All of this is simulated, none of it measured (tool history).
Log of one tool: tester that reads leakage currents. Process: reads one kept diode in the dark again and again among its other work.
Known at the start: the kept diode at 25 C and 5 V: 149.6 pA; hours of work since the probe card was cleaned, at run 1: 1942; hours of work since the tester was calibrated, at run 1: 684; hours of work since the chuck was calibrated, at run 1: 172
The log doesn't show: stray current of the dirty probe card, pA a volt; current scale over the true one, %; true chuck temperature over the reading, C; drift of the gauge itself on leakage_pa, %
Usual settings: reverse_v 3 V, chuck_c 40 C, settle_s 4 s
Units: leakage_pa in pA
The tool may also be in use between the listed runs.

| run | hour | reverse_v | chuck_c | settle_s | hours of work since the probe card was cleaned | hours of work since the tester was calibrated | hours of work since the chuck was calibrated | leakage_pa |
|---|---|---|---|---|---|---|---|---|
| 1 | 0 | 3 | 40 | 4 | 1942 | 684 | 172 | 486.29 |
| 2 | 20.9 | 18.52 | 40 | 4 | 1953 | 694 | 182 | 877.66 |
| 3 | 44.1 | 18.52 | 35 | 4 | 1964 | 706 | 193 | 579.33 |
| 4 | 71.9 | 18.52 | 35 | 4 | 1978 | 719 | 207 | 579.22 |
| 5 | 98.5 | 3 | 40 | 9.87 | 1991 | 732 | 220 | 482.76 |
| 6 | 127.2 | 3 | 40 | 9.87 | 2005 | 746 | 234 | 485.3 |
| 7 | 158.6 | 3 | 40 | 9.87 | 2020 | 762 | 250 | 485.39 |
| 8 | 182.2 | 3 | 40 | 9.87 | 2032 | 773 | 261 | 485.99 |
| 9 | 199.6 | 3 | 40 | 9.87 | 2040 | 782 | 270 | 485.66 |
| 10 | 216.8 | 3 | 40 | 9.87 | 2049 | 790 | 278 | 485.85 |
| 11 | 236.9 | 3 | 40 | 0.45 | 2059 | 800 | 288 | 484.92 |
| 12 | 262.1 | 8.8 | 40 | 4 | 2071 | 813 | 300 | 684.18 |
| 13 | 295.5 | 13.61 | 40 | 4 | 2087 | 829 | 317 | 788.58 |
| 14 | 318.4 | 3 | 40 | 7.97 | 2099 | 840 | 328 | 485.26 |
| 15 | 352.3 | 3 | 40 | 7.97 | 2115 | 857 | 345 | 483.07 |
| 16 | 368.5 | 3 | 40 | 7.97 | 2123 | 865 | 353 | 482.96 |
| 17 | 406.8 | 3 | 40 | 4 | 2142 | 884 | 371 | 483.18 |
| 18 | 423.2 | 3 | 28 | 4 | 2150 | 892 | 379 | 172.73 |
| 19 | 460.1 | 1.01 | 40 | 4 | 2168 | 910 | 398 | 343.17 |
| 20 | 490.8 | 2.11 | 44 | 4.58 | 2183 | 925 | 413 | 601.38 |
| 21 | 519.7 | 2.11 | 44 | 4.58 | 2197 | 939 | 427 | 606.19 |
| 22 | 540.2 | 2.11 | 44 | 4.58 | 2207 | 949 | 437 | 601.15 |
| 23 | 573.9 | 2.11 | 44 | 4.58 | 2224 | 966 | 453 | 599.93 |
| 24 | 610 | 5.42 | 30 | 2.39 | 2242 | 983 | 471 | 248.79 |

Run 25 comes next. What will it give?
| 25 | 642.3 | 11.86 | 45 | 9.96 | 2257 | 999 | 487 | ? |

leakage_pa: 1127.05 pA
Without the tool's hidden state the same run would have given leakage_pa 1119.15 pA.

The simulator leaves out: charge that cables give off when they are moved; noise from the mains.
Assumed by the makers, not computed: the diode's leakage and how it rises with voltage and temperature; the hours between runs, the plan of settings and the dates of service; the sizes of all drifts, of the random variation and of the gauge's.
